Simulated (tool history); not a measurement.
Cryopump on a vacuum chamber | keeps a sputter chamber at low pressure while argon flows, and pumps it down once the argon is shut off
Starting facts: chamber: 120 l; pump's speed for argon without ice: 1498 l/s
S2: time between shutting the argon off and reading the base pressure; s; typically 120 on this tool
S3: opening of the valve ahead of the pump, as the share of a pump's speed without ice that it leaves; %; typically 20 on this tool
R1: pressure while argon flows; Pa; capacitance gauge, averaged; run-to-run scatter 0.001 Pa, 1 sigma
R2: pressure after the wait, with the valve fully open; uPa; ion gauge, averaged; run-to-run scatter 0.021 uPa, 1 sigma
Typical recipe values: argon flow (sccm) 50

{"run": 1, "hour": 0.0, "argon flow (sccm)": 50, "S2": 120, "S3": 20, "R1": 0.2827, "R2": 1.4}
{"run": 2, "hour": 33.2, "argon flow (sccm)": 50, "S2": 120, "S3": 20, "R1": 0.2815, "R2": 1.45}
{"run": 3, "hour": 84.2, "argon flow (sccm)": 50, "S2": 200, "S3": 20, "R1": 0.2831, "R2": 1.4}
{"run": 4, "hour": 127.7, "argon flow (sccm)": 50, "S2": 200, "S3": 20, "R1": 0.2836, "R2": 1.52}
{"run": 5, "hour": 169.2, "argon flow (sccm)": 50, "S2": 200, "S3": 20, "R1": 0.2829, "R2": 1.55}
{"run": 6, "hour": 194.8, "argon flow (sccm)": 50, "S2": 200, "S3": 20, "R1": 0.2843, "R2": 1.55}
{"run": 7, "hour": 242.6, "argon flow (sccm)": 50, "S2": 200, "S3": 20, "R1": 0.2846, "R2": 1.62}
{"run": 8, "hour": 291.0, "argon flow (sccm)": 50, "S2": 200, "S3": 20, "R1": 0.285, "R2": 1.7}
{"run": 9, "hour": 332.9, "argon flow (sccm)": 21, "S2": 36, "S3": 58, "R1": 0.0419, "R2": 2.37}
{"run": 10, "hour": 358.7, "argon flow (sccm)": 58, "S2": 23, "S3": 37, "R1": 0.1799, "R2": 2.71}
{"run": 11, "hour": 394.2, "argon flow (sccm)": 58, "S2": 23, "S3": 20, "R1": 0.3327, "R2": 2.81}
{"run": 12, "hour": 435.4, "argon flow (sccm)": 91, "S2": 180, "S3": 16, "R1": 0.6516, "R2": 1.87}
{"run": 13, "hour": 487.7, "argon flow (sccm)": 31, "S2": 120, "S3": 19, "R1": 0.187, "R2": 2.07}
{"run": 14, "hour": 522.4, "argon flow (sccm)": 31, "S2": 120, "S3": 19, "R1": 0.1862, "R2": 2.09}
{"run": 15, "hour": 550.5, "argon flow (sccm)": 31, "S2": 120, "S3": 19, "R1": 0.1868, "R2": 2.11}
{"run": 16, "hour": 575.4, "argon flow (sccm)": 98, "S2": 26, "S3": 19, "R1": 0.5908, "R2": 2.94}

Branching from run 16: 5 alternative next runs. What would each branch give?
{"run": "A", "hour": 613.8, "argon flow (sccm)": 31, "S2": 42, "S3": 38, "R1": "?", "R2": "?"}
{"run": "B", "hour": 613.8, "argon flow (sccm)": 35, "S2": 64, "S3": 19, "R1": "?", "R2": "?"}
{"run": "C", "hour": 613.8, "argon flow (sccm)": 98, "S2": 38, "S3": 19, "R1": "?", "R2": "?"}
{"run": "D", "hour": 613.8, "argon flow (sccm)": 42, "S2": 227, "S3": 20, "R1": "?", "R2": "?"}
{"run": "E", "hour": 613.8, "argon flow (sccm)": 31, "S2": 213, "S3": 51, "R1": "?", "R2": "?"}

run=A R1=0.0953 R2=2.67
run=B R1=0.2122 R2=2.36
run=C R1=0.5945 R2=2.66
run=D R1=0.2428 R2=2.10
run=E R1=0.0724 R2=2.19
Stripped of hidden state, with their random variation kept, the same runs would have yielded:
run=A R1=0.0920 R2=0.81
run=B R1=0.2084 R2=0.56
run=C R1=0.5839 R2=0.83
run=D R1=0.2383 R2=0.27
run=E R1=0.0691 R2=0.32
